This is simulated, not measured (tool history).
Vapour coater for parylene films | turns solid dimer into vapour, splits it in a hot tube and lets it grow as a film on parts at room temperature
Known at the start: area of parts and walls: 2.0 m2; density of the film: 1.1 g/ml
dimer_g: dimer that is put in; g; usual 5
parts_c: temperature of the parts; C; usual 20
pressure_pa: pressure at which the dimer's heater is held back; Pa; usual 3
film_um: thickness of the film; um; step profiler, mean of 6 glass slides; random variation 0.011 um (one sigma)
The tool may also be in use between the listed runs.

{"run": 1, "day": 0.0, "dimer_g": 5, "parts_c": 20, "pressure_pa": 3, "film_um": 1.82}
{"run": 2, "day": 0.467, "dimer_g": 5, "parts_c": 20, "pressure_pa": 3, "film_um": 1.81}
{"run": 3, "day": 1.038, "dimer_g": 5, "parts_c": 20, "pressure_pa": 3, "film_um": 1.83}
{"run": 4, "day": 1.521, "dimer_g": 5, "parts_c": 20, "pressure_pa": 3, "film_um": 1.83}
{"run": 5, "day": 1.892, "dimer_g": 5, "parts_c": 20, "pressure_pa": 3, "film_um": 1.83}
{"day": 2.5, "done": "trap's valve overhauled"}
{"run": 6, "day": 2.617, "dimer_g": 5, "parts_c": 20, "pressure_pa": 3, "film_um": 1.86}
{"run": 7, "day": 3.229, "dimer_g": 7, "parts_c": 20, "pressure_pa": 3, "film_um": 2.59}
{"run": 8, "day": 3.808, "dimer_g": 7, "parts_c": 20, "pressure_pa": 3, "film_um": 2.58}
{"run": 9, "day": 4.546, "dimer_g": 5, "parts_c": 20, "pressure_pa": 3.35, "film_um": 1.84}
{"run": 10, "day": 4.888, "dimer_g": 5, "parts_c": 20, "pressure_pa": 2.12, "film_um": 1.92}
{"run": 11, "day": 5.504, "dimer_g": 5, "parts_c": 20, "pressure_pa": 3.5, "film_um": 1.83}
{"run": 12, "day": 6.008, "dimer_g": 5, "parts_c": 20, "pressure_pa": 3.5, "film_um": 1.85}
{"run": 13, "day": 6.388, "dimer_g": 5, "parts_c": 20, "pressure_pa": 3, "film_um": 1.86}
{"run": 14, "day": 6.946, "dimer_g": 5, "parts_c": 20, "pressure_pa": 3, "film_um": 1.89}
{"run": 15, "day": 7.667, "dimer_g": 5, "parts_c": 20, "pressure_pa": 3, "film_um": 1.86}
{"day": 7.871, "done": "gauge calibrated"}
{"run": 16, "day": 8.0, "dimer_g": 2, "parts_c": 20, "pressure_pa": 3, "film_um": 0.73}
{"run": 17, "day": 8.554, "dimer_g": 2, "parts_c": 20, "pressure_pa": 3, "film_um": 0.73}
{"run": 18, "day": 9.208, "dimer_g": 2, "parts_c": 20, "pressure_pa": 3, "film_um": 0.74}
{"run": 19, "day": 9.646, "dimer_g": 3, "parts_c": 20, "pressure_pa": 3, "film_um": 1.11}
{"run": 20, "day": 10.288, "dimer_g": 3, "parts_c": 20, "pressure_pa": 3, "film_um": 1.1}
{"run": 21, "day": 10.862, "dimer_g": 2, "parts_c": 31, "pressure_pa": 6.8, "film_um": 0.43}
{"run": 22, "day": 11.488, "dimer_g": 4, "parts_c": 31, "pressure_pa": 5.63, "film_um": 0.84}
{"run": 23, "day": 11.817, "dimer_g": 7, "parts_c": 20, "pressure_pa": 7.45, "film_um": 2.36}
{"run": 24, "day": 12.204, "dimer_g": 4, "parts_c": 20, "pressure_pa": 7.59, "film_um": 1.36}
{"run": 25, "day": 12.792, "dimer_g": 9, "parts_c": 14, "pressure_pa": 7.6, "film_um": 3.98}
{"run": 26, "day": 13.221, "dimer_g": 4, "parts_c": 15, "pressure_pa": 9.91, "film_um": 1.66}
{"run": 27, "day": 13.558, "dimer_g": 5, "parts_c": 13, "pressure_pa": 10.51, "film_um": 2.27}
{"run": 28, "day": 13.862, "dimer_g": 4, "parts_c": 16, "pressure_pa": 3, "film_um": 1.75}
{"run": 29, "day": 14.208, "dimer_g": 3, "parts_c": 20, "pressure_pa": 3, "film_um": 1.12}
{"run": 30, "day": 14.512, "dimer_g": 6, "parts_c": 13, "pressure_pa": 6.13, "film_um": 2.71}
{"run": 31, "day": 15.154, "dimer_g": 6, "parts_c": 13, "pressure_pa": 6.13, "film_um": 2.75}
{"run": 32, "day": 15.725, "dimer_g": 6, "parts_c": 13, "pressure_pa": 6.13, "film_um": 2.75}
{"run": 33, "day": 16.392, "dimer_g": 4, "parts_c": 18, "pressure_pa": 7.33, "film_um": 1.51}
{"day": 16.821, "done": "gauge calibrated"}
{"run": 34, "day": 17.0, "dimer_g": 7, "parts_c": 23, "pressure_pa": 2.57, "film_um": 2.25}
{"run": 35, "day": 17.579, "dimer_g": 5, "parts_c": 17, "pressure_pa": 9.9, "film_um": 1.86}
{"run": 36, "day": 18.275, "dimer_g": 5, "parts_c": 20, "pressure_pa": 3, "film_um": 1.84}
{"run": 37, "day": 18.625, "dimer_g": 5, "parts_c": 20, "pressure_pa": 8.95, "film_um": 1.66}
{"run": 38, "day": 18.921, "dimer_g": 7, "parts_c": 15, "pressure_pa": 7.89, "film_um": 2.95}
{"run": 39, "day": 19.325, "dimer_g": 3, "parts_c": 24, "pressure_pa": 4.36, "film_um": 0.9}
{"run": 40, "day": 20.021, "dimer_g": 3, "parts_c": 24, "pressure_pa": 4.36, "film_um": 0.89}

Forecast each of these 4 alternatives for the next run:
{"run": "A", "day": 20.333, "dimer_g": 2, "parts_c": 21, "pressure_pa": 5.68, "film_um": "?"}
{"run": "B", "day": 20.333, "dimer_g": 3, "parts_c": 23, "pressure_pa": 4.36, "film_um": "?"}
{"run": "C", "day": 20.333, "dimer_g": 6, "parts_c": 29, "pressure_pa": 7.64, "film_um": "?"}
{"run": "D", "day": 20.333, "dimer_g": 6, "parts_c": 29, "pressure_pa": 4.36, "film_um": "?"}

run=A film_um=0.68
run=B film_um=0.93
run=C film_um=1.37
run=D film_um=1.41
Without the tool's hidden state the same runs would have given:
run=A film_um=0.67
run=B film_um=0.92
run=C film_um=1.36
run=D film_um=1.4
